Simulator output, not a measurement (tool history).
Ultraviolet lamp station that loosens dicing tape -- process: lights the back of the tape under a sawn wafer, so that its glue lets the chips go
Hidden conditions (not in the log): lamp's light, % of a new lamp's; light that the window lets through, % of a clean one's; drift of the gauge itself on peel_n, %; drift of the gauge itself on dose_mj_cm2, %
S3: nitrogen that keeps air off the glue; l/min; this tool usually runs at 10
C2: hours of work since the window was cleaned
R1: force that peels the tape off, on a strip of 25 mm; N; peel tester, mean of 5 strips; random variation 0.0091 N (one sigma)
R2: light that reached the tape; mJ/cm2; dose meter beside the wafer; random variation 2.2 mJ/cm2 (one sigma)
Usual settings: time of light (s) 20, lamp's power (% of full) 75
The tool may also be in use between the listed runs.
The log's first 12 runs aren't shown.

{"run": 13, "hour": 471.5, "time of light (s)": 20, "lamp's power (% of full)": 75, "S3": 15, "hours of work of the lamp": 556, "C2": 141, "R1": 0.795, "R2": 108}
{"run": 14, "hour": 500.0, "time of light (s)": 20, "lamp's power (% of full)": 75, "S3": 10, "hours of work of the lamp": 577, "C2": 162, "R1": 1.025, "R2": 103}
{"run": 15, "hour": 533.5, "time of light (s)": 20, "lamp's power (% of full)": 75, "S3": 10, "hours of work of the lamp": 602, "C2": 187, "R1": 1.048, "R2": 108}
{"run": 16, "hour": 555.3, "time of light (s)": 20, "lamp's power (% of full)": 75, "S3": 10, "hours of work of the lamp": 618, "C2": 203, "R1": 1.108, "R2": 97}
{"hour": 564.8, "done": "window cleaned of glue's vapour, once more"}
{"run": 17, "hour": 591.8, "time of light (s)": 20, "lamp's power (% of full)": 80, "S3": 10, "hours of work of the lamp": 645, "C2": 20, "R1": 0.483, "R2": 164}
{"run": 18, "hour": 614.6, "time of light (s)": 20, "lamp's power (% of full)": 80, "S3": 10, "hours of work of the lamp": 662, "C2": 37, "R1": 0.492, "R2": 161}
{"run": 19, "hour": 647.9, "time of light (s)": 20, "lamp's power (% of full)": 75, "S3": 4, "hours of work of the lamp": 687, "C2": 62, "R1": 1.052, "R2": 146}
{"run": 20, "hour": 699.8, "time of light (s)": 20, "lamp's power (% of full)": 75, "S3": 10, "hours of work of the lamp": 726, "C2": 101, "R1": 0.626, "R2": 137}
{"run": 21, "hour": 737.3, "time of light (s)": 23, "lamp's power (% of full)": 75, "S3": 10, "hours of work of the lamp": 754, "C2": 129, "R1": 0.501, "R2": 160}
{"run": 22, "hour": 762.9, "time of light (s)": 23, "lamp's power (% of full)": 70, "S3": 11, "hours of work of the lamp": 773, "C2": 148, "R1": 0.568, "R2": 146}
{"run": 23, "hour": 786.9, "time of light (s)": 11, "lamp's power (% of full)": 75, "S3": 4, "hours of work of the lamp": 791, "C2": 166, "R1": 2.384, "R2": 75}
{"run": 24, "hour": 823.2, "time of light (s)": 39, "lamp's power (% of full)": 74, "S3": 10, "hours of work of the lamp": 818, "C2": 193, "R1": 0.269, "R2": 245}
{"run": 25, "hour": 868.4, "time of light (s)": 14, "lamp's power (% of full)": 97, "S3": 5, "hours of work of the lamp": 852, "C2": 227, "R1": 1.343, "R2": 114}
{"run": 26, "hour": 889.5, "time of light (s)": 14, "lamp's power (% of full)": 97, "S3": 11, "hours of work of the lamp": 867, "C2": 242, "R1": 0.86, "R2": 116}
{"run": 27, "hour": 929.3, "time of light (s)": 14, "lamp's power (% of full)": 97, "S3": 11, "hours of work of the lamp": 897, "C2": 272, "R1": 0.935, "R2": 110}
{"run": 28, "hour": 963.8, "time of light (s)": 14, "lamp's power (% of full)": 97, "S3": 11, "hours of work of the lamp": 923, "C2": 298, "R1": 0.933, "R2": 104}
{"run": 29, "hour": 994.5, "time of light (s)": 24, "lamp's power (% of full)": 95, "S3": 6, "hours of work of the lamp": 946, "C2": 321, "R1": 0.58, "R2": 178}
{"run": 30, "hour": 1033.2, "time of light (s)": 16, "lamp's power (% of full)": 79, "S3": 4, "hours of work of the lamp": 975, "C2": 350, "R1": 1.9, "R2": 93}
{"hour": 1056.3, "done": "window cleaned of glue's vapour"}
{"run": 31, "hour": 1073.4, "time of light (s)": 23, "lamp's power (% of full)": 63, "S3": 4, "hours of work of the lamp": 1004, "C2": 13, "R1": 1.29, "R2": 134}
{"run": 32, "hour": 1118.6, "time of light (s)": 19, "lamp's power (% of full)": 64, "S3": 5, "hours of work of the lamp": 1038, "C2": 47, "R1": 1.552, "R2": 106}
{"run": 33, "hour": 1144.5, "time of light (s)": 20, "lamp's power (% of full)": 72, "S3": 16, "hours of work of the lamp": 1057, "C2": 66, "R1": 0.627, "R2": 121}
{"run": 34, "hour": 1183.5, "time of light (s)": 20, "lamp's power (% of full)": 72, "S3": 16, "hours of work of the lamp": 1087, "C2": 95, "R1": 0.616, "R2": 118}
{"run": 35, "hour": 1225.1, "time of light (s)": 28, "lamp's power (% of full)": 66, "S3": 10, "hours of work of the lamp": 1118, "C2": 126, "R1": 0.586, "R2": 148}
{"run": 36, "hour": 1261.8, "time of light (s)": 11, "lamp's power (% of full)": 91, "S3": 4, "hours of work of the lamp": 1145, "C2": 153, "R1": 2.365, "R2": 76}

Run 37 has not been measured yet. What should we expect?
{"run": 37, "hour": 1284.6, "time of light (s)": 11, "lamp's power (% of full)": 91, "S3": 4, "hours of work of the lamp": 1162, "C2": 170, "R1": "?", "R2": "?"}

Run 37 yielded R1 2.342 N, R2 76 mJ/cm2.
The same run, on a tool lacking any hidden state, would have yielded R1 1.307 N, R2 125 mJ/cm2.

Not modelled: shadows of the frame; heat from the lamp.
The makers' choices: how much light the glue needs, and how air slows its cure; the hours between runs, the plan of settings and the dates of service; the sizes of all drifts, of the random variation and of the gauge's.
